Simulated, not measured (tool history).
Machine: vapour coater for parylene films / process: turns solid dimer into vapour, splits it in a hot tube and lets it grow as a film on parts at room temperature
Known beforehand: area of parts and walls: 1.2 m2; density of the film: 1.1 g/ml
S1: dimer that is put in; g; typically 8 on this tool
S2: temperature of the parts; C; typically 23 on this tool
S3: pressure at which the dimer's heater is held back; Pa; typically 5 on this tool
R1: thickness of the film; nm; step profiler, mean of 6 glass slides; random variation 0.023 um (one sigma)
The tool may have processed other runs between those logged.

Run 1, hour 0: usual settings. Result: R1 4240 nm.
Run 2, hour 41.9: usual settings. Result: R1 4220 nm.
Run 3, hour 82.5: usual settings. Result: R1 4190 nm.
Run 4, hour 105.7: usual settings but S2 31 C. Result: R1 2930 nm.
Run 5, hour 148.1: usual settings but S2 31 C, S3 8.42 Pa. Result: R1 2720 nm.
Run 6, hour 183.5: usual settings but S2 31 C, S3 3.86 Pa. Result: R1 2970 nm.
Run 7, hour 205.8: usual settings but S2 31 C, S3 3.86 Pa. Result: R1 2950 nm.
At hour 218.9: trap's valve overhauled.
Run 8, hour 228.5: usual settings but S2 31 C, S3 3.86 Pa. Result: R1 3250 nm.
Run 9, hour 252.9: usual settings but S2 31 C, S3 3.86 Pa. Result: R1 3210 nm.
Run 10, hour 286.3: usual settings. Result: R1 4440 nm.
Run 11, hour 330.3: usual settings but S1 6 g, S2 32 C, S3 8.46 Pa. Result: R1 2080 nm.
Run 12, hour 350.4: usual settings but S1 6 g, S2 32 C, S3 8.46 Pa. Result: R1 2070 nm.
Run 13, hour 387.7: usual settings but S1 6 g, S2 32 C, S3 8.46 Pa. Result: R1 2100 nm.
At hour 391.9: table's thermometer calibrated.
Run 14, hour 431.3: usual settings but S1 6 g, S2 32 C, S3 8.46 Pa. Result: R1 2040 nm.
Run 15, hour 450.2: usual settings but S1 6 g, S2 32 C, S3 8.46 Pa. Result: R1 2070 nm.
Run 16, hour 479.1: usual settings but S1 6 g, S2 32 C, S3 8.46 Pa. Result: R1 2040 nm.
Run 17, hour 505.4: usual settings but S1 6 g, S2 32 C, S3 8.46 Pa. Result: R1 2020 nm.
Run 18, hour 538.4: usual settings but S1 6 g, S2 32 C, S3 8.46 Pa. Result: R1 2030 nm.
Run 19, hour 560.9: usual settings but S1 10 g, S2 17 C, S3 4.35 Pa. Result: R1 7010 nm.

Selected run-to-run steps in R1, each split into two signed amounts: the part the tool would show with no hidden state at all (from settings, incoming material and random variation), and the remainder, which goes to the hidden state together with any gauge scatter not common to the measured and the hidden-state-free results:
The hidden state here: vapour lost through the trap's worn valve, %; true temperature of the parts over the reading, C; drift of the gauge itself on film_um, %.
Run 7 -> 8: trap's valve overhauled. R1 +300 nm: hidden state +280, all else +20.
Run 18 -> 19: S1 6 -> 10, S2 32 -> 17, S3 8.46 -> 4.35. R1 +4980 nm: hidden state -260, all else +5240.

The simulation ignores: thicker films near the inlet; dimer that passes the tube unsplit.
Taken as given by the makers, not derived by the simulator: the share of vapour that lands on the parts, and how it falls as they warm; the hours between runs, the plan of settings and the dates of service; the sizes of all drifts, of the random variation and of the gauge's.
